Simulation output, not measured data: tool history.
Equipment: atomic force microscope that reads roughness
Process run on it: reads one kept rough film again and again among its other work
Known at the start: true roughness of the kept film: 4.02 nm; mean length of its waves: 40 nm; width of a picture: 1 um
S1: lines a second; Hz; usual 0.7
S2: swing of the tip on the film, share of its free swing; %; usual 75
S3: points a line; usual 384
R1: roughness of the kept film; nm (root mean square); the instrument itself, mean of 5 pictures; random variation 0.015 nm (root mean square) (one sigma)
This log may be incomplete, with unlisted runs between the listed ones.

run	hour	S1	S2	S3	R1
1	0	0.7	75	384	3.346
2	75.8	0.7	75	384	3.14
# hour 83.8: new tip fitted
3	114.4	0.7	75	384	3.568
4	174.5	0.7	75	384	3.352
5	232.5	0.7	75	384	3.191
# hour 271.4: new tip fitted
6	284.7	2.509	73	384	3.348
7	353.2	2.509	73	384	3.156
8	425.5	3.241	67	484	2.99
# hour 457: new tip fitted
9	487.2	1.758	85	384	3.176
10	558.4	2.077	85	469	2.92

Alternative continuations, all from the tool just after run 10; predict every row:
A	617.5	1.172	64	642	?
B	617.5	0.7	88	358	?
C	617.5	1.893	85	553	?
D	617.5	1.417	84	932	?

run	R1
A	3.213
B	3.074
C	2.794
D	2.946
Had the tool no hidden state, the same runs would have come out as:
run	R1
A	3.7
B	3.54
C	3.217
D	3.392
